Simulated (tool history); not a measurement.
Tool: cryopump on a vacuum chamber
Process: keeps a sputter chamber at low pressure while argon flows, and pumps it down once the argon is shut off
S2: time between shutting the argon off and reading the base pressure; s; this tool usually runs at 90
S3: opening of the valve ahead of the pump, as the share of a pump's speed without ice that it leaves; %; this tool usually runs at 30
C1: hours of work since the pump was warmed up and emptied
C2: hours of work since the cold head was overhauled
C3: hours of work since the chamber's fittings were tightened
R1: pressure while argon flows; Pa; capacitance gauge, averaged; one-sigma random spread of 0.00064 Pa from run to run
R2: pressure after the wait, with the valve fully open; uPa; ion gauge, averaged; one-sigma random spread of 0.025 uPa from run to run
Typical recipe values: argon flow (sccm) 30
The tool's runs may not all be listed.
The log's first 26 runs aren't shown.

{"run": 27, "hour": 306.7, "argon flow (sccm)": 36, "S2": 147, "S3": 19, "C1": 241, "C2": 241, "C3": 1600, "R1": 0.1856, "R2": 1.33}
{"run": 28, "hour": 320.5, "argon flow (sccm)": 54, "S2": 21, "S3": 38, "C1": 250, "C2": 250, "C3": 1609, "R1": 0.1426, "R2": 4.36}
{"run": 29, "hour": 329.6, "argon flow (sccm)": 13, "S2": 21, "S3": 21, "C1": 256, "C2": 256, "C3": 1614, "R1": 0.0615, "R2": 4.16}
{"run": 30, "hour": 343.4, "argon flow (sccm)": 37, "S2": 21, "S3": 20, "C1": 265, "C2": 265, "C3": 1623, "R1": 0.1845, "R2": 4.38}
{"run": 31, "hour": 350.9, "argon flow (sccm)": 37, "S2": 21, "S3": 20, "C1": 269, "C2": 269, "C3": 1628, "R1": 0.183, "R2": 4.29}
{"run": 32, "hour": 366.7, "argon flow (sccm)": 37, "S2": 21, "S3": 20, "C1": 279, "C2": 279, "C3": 1638, "R1": 0.1837, "R2": 4.16}
{"run": 33, "hour": 382.4, "argon flow (sccm)": 37, "S2": 21, "S3": 20, "C1": 289, "C2": 289, "C3": 1648, "R1": 0.1834, "R2": 4.15}
{"run": 34, "hour": 395.4, "argon flow (sccm)": 40, "S2": 21, "S3": 20, "C1": 298, "C2": 298, "C3": 1656, "R1": 0.2004, "R2": 4.28}

Here are 3 independent what-if runs from the current tool condition. What would each one return?
{"run": "A", "hour": 404.5, "argon flow (sccm)": 43, "S2": 90, "S3": 30, "C1": 303, "C2": 303, "C3": 1662, "R1": "?", "R2": "?"}
{"run": "B", "hour": 404.5, "argon flow (sccm)": 26, "S2": 37, "S3": 24, "C1": 303, "C2": 303, "C3": 1662, "R1": "?", "R2": "?"}
{"run": "C", "hour": 404.5, "argon flow (sccm)": 40, "S2": 21, "S3": 35, "C1": 303, "C2": 303, "C3": 1662, "R1": "?", "R2": "?"}

run=A R1=0.1436 R2=1.62
run=B R1=0.1073 R2=2.86
run=C R1=0.1144 R2=4.22
Stripped of hidden state, with their random variation kept, the same runs would have yielded:
run=A R1=0.1409 R2=0.96
run=B R1=0.1057 R2=2.18
run=C R1=0.1118 R2=3.56
